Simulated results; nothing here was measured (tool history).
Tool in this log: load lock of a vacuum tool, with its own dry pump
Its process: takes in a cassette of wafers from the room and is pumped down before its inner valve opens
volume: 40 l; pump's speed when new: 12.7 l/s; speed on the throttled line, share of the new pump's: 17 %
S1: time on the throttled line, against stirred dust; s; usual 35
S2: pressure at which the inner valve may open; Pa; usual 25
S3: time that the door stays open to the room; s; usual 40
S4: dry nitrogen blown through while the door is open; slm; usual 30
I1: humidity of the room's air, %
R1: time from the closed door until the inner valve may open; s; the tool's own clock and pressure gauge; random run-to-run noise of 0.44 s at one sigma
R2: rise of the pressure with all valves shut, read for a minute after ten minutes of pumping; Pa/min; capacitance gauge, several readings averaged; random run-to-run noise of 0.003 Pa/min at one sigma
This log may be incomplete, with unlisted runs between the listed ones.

Run 1, hour 0: usual settings; I1 44.6. Result: R1 56.4 s, R2 0.107 Pa/min.
Run 2, hour 182.7: usual settings; I1 44.7. Result: R1 57.2 s, R2 0.099 Pa/min.
Run 3, hour 415.3: usual settings; I1 46.8. Result: R1 57.1 s, R2 0.103 Pa/min.
Run 4, hour 546.7: usual settings but S3 37 s; I1 45.4. Result: R1 57.1 s, R2 0.109 Pa/min.
Run 5, hour 753.6: usual settings but S3 37 s; I1 44.5. Result: R1 56.5 s, R2 0.115 Pa/min.
Run 6, hour 895.6: usual settings but S4 13 slm; I1 45.5. Result: R1 56.9 s, R2 0.117 Pa/min.
Run 7, hour 1144.3: usual settings but S2 32 Pa, S4 13 slm; I1 44.8. Result: R1 56.2 s, R2 0.13 Pa/min.
Run 8, hour 1365.4: usual settings but S2 32 Pa, S4 13 slm; I1 43.9. Result: R1 56.1 s, R2 0.128 Pa/min.
Run 9, hour 1539.1: usual settings but S2 32 Pa, S4 13 slm; I1 46.5. Result: R1 56.2 s, R2 0.138 Pa/min.
Run 10, hour 1741.8: usual settings but S2 32 Pa, S4 13 slm; I1 44.4. Result: R1 56.4 s, R2 0.139 Pa/min.
Run 11, hour 1926: usual settings but S1 21 s; I1 41.9. Result: R1 45.6 s, R2 0.135 Pa/min.
Run 12, hour 2096.7: usual settings but S1 21 s; I1 45.3. Result: R1 45.9 s, R2 0.138 Pa/min.
Run 13, hour 2242.4: usual settings but S1 21 s; I1 44.9. Result: R1 45.9 s, R2 0.139 Pa/min.
Run 14, hour 2461.2: usual settings but S1 21 s; I1 45.2. Result: R1 46.1 s, R2 0.151 Pa/min.
Run 15, hour 2668.6: usual settings but S3 49 s; I1 42.9. Result: R1 57.4 s, R2 0.151 Pa/min.
Run 16, hour 2849.6: usual settings but S3 49 s; I1 47.3. Result: R1 57.5 s, R2 0.154 Pa/min.
Run 17, hour 2976.7: usual settings but S3 49 s; I1 47. Result: R1 57.6 s, R2 0.162 Pa/min.
Run 18, hour 3171.7: usual settings but S3 49 s; I1 47.1. Result: R1 58.1 s, R2 0.166 Pa/min.
Run 19, hour 3279.4: usual settings but S3 49 s; I1 42.3. Result: R1 57.6 s, R2 0.167 Pa/min.
Run 20, hour 3418.8: usual settings but S3 49 s; I1 42.4. Result: R1 58.3 s, R2 0.169 Pa/min.
Run 21, hour 3611.7: usual settings but S1 28 s; I1 47.9. Result: R1 52.4 s, R2 0.18 Pa/min.
Run 22, hour 3830.4: usual settings but S1 28 s, S3 118 s; I1 43.7. Result: R1 52.4 s, R2 0.191 Pa/min.
Run 23, hour 3939.2: usual settings but S1 28 s, S3 140 s; I1 46.1. Result: R1 52.1 s, R2 0.191 Pa/min.
Run 24, hour 4049.5: usual settings but S1 28 s, S3 140 s; I1 48.5. Result: R1 51.6 s, R2 0.197 Pa/min.
Run 25, hour 4244.5: usual settings but S1 54 s, S2 32 Pa, S3 43 s, S4 18 slm; I1 44.8. Result: R1 73.2 s, R2 0.193 Pa/min.
Run 26, hour 4403.8: usual settings but S1 54 s, S2 32 Pa, S3 43 s, S4 18 slm; I1 46.6. Result: R1 72.5 s, R2 0.194 Pa/min.
Run 27, hour 4599.5: usual settings but S1 31 s, S4 5 slm; I1 49.2. Result: R1 54.9 s, R2 0.21 Pa/min.
Run 28, hour 4787.6: usual settings but S1 22 s, S4 6 slm; I1 45.2. Result: R1 47.8 s, R2 0.216 Pa/min.
Run 29, hour 5053: usual settings but S1 48 s, S4 25 slm; I1 44.1. Result: R1 68.6 s, R2 0.209 Pa/min.
Run 30, hour 5188.1: usual settings but S3 44 s; I1 47.5. Result: R1 59.2 s, R2 0.21 Pa/min.
Run 31, hour 5419.8: usual settings but S3 93 s; I1 45.5. Result: R1 58.1 s, R2 0.223 Pa/min.
Run 32, hour 5551.8: usual settings but S3 93 s; I1 44.9. Result: R1 58.6 s, R2 0.23 Pa/min.
Run 33, hour 5766.6: usual settings but S1 18 s, S3 66 s; I1 44.9. Result: R1 44.4 s, R2 0.234 Pa/min.
Run 34, hour 5905.4: usual settings but S1 18 s, S3 66 s; I1 46.7. Result: R1 44.8 s, R2 0.229 Pa/min.
Run 35, hour 6066.4: usual settings but S1 62 s, S3 109 s; I1 42.4. Result: R1 80.8 s, R2 0.239 Pa/min.
Run 36, hour 6298.8: usual settings but S1 46 s; I1 44.1. Result: R1 67.7 s, R2 0.245 Pa/min.

What if the next run were any one of these 5? Each begins from the tool's condition after run 36:
Run A, hour 6413.9: usual settings but S2 28 Pa, S4 5 slm; I1 42.5. Result: R1 ?, R2 ?.
Run B, hour 6413.9: usual settings but S3 30 s, S4 42 slm; I1 45.3. Result: R1 ?, R2 ?.
Run C, hour 6413.9: usual settings but S1 52 s; I1 42.2. Result: R1 ?, R2 ?.
Run D, hour 6413.9: usual settings but S1 46 s, S4 5 slm; I1 45.5. Result: R1 ?, R2 ?.
Run E, hour 6413.9: usual settings but S1 46 s, S3 73 s; I1 45.2. Result: R1 ?, R2 ?.

run    R1     R2
  A  58.8  0.253
  B  59.6  0.237
  C  72.6  0.245
  D  68.6  0.251
  E    68  0.249
Without the tool's hidden state the same runs would have given:
run    R1     R2
  A  55.3  0.024
  B    56  0.011
  C  69.6  0.018
  D  65.3  0.022
  E  64.8  0.021

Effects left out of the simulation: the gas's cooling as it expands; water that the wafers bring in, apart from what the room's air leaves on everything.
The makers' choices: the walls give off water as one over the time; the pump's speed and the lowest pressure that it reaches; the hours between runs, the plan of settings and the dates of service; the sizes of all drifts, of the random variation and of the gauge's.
